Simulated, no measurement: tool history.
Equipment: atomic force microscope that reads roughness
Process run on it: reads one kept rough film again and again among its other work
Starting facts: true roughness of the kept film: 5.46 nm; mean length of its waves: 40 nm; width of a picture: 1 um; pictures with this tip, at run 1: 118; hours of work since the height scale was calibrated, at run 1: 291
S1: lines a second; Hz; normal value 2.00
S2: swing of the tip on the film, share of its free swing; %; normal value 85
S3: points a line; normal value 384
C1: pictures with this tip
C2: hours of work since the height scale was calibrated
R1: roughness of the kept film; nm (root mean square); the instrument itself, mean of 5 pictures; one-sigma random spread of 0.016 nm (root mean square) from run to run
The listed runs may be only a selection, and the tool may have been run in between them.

run   hour    S1  S2   S3   C1   C2     R1
  1    0.0  2.00  85  384  118  291  3.521
  2    8.3  2.00  85  384  138  297  3.474
      16.6  -- new tip fitted
  3   17.0  2.00  85  429    1  303  3.938
  4   25.5  2.00  85  429   21  310  3.909
  5   30.3  2.00  85  429   32  313  3.826
  6   37.2  1.06  85  384   49  319  4.174
  7   44.1  2.00  85  384   65  324  3.715
  8   49.9  2.00  85  384   79  328  3.663
  9   56.3  2.00  60  384   94  333  4.283
 10   65.6  2.00  60  384  116  340  4.198
 11   71.1  2.00  60  384  130  345  4.193
 12   77.2  2.00  60  384  144  349  4.131
      82.5  -- new tip fitted
 13   85.2  2.00  85  384    6  355  3.931
 14   95.9  2.00  85  384   32  363  3.843
 15  105.9  2.00  85  384   56  371  3.760
 16  114.8  2.00  85  426   77  378  3.687
 17  123.0  2.00  85  426   96  384  3.646
 18  129.8  2.00  85  426  113  389  3.593
 19  138.6  2.00  85  426  134  396  3.516
 20  146.1  2.00  85  426  151  401  3.486
     148.9  -- new tip fitted
 21  153.2  2.85  76  384   10  406  3.993
 22  159.3  1.22  85  467   25  411  4.198
 23  167.2  3.34  85  371   44  417  3.333
 24  173.0  0.54  87  384   57  422  4.385
 25  178.0  3.44  90  820   69  425  3.004
 26  188.5  2.00  56  727   94  433  4.366
 27  194.1  3.39  85  384  108  438  3.162
 28  199.6  2.87  85  384  121  442  3.258
 29  204.8  2.33  60  964  133  446  4.137
 30  209.6  1.11  78  433  145  450  3.999
     215.2  -- new tip fitted
 31  220.7  1.11  78  433   13  458  4.464
 32  230.8  3.56  61  600   37  465  4.253
 33  235.9  3.77  73  612   49  469  3.739
 34  242.9  3.77  73  612   66  475  3.739
 35  250.9  1.15  73  612   85  481  4.236
 36  258.0  2.54  85  384  102  486  3.407
 37  263.2  2.54  85  384  115  490  3.398

Consider 3 possible next runs. They are alternatives, not a sequence: every one starts from the tool as it was left by run 37. What does each give?
  A  268.7  2.54  85  360  128  494   ?
  B  268.7  2.99  86  384  128  494   ?
  C  268.7  0.93  85  384  128  494   ?

run     R1
  A  3.344
  B  3.146
  C  3.960
What these runs would have given with no unlogged condition in the tool:
run     R1
  A  3.761
  B  3.539
  C  4.455
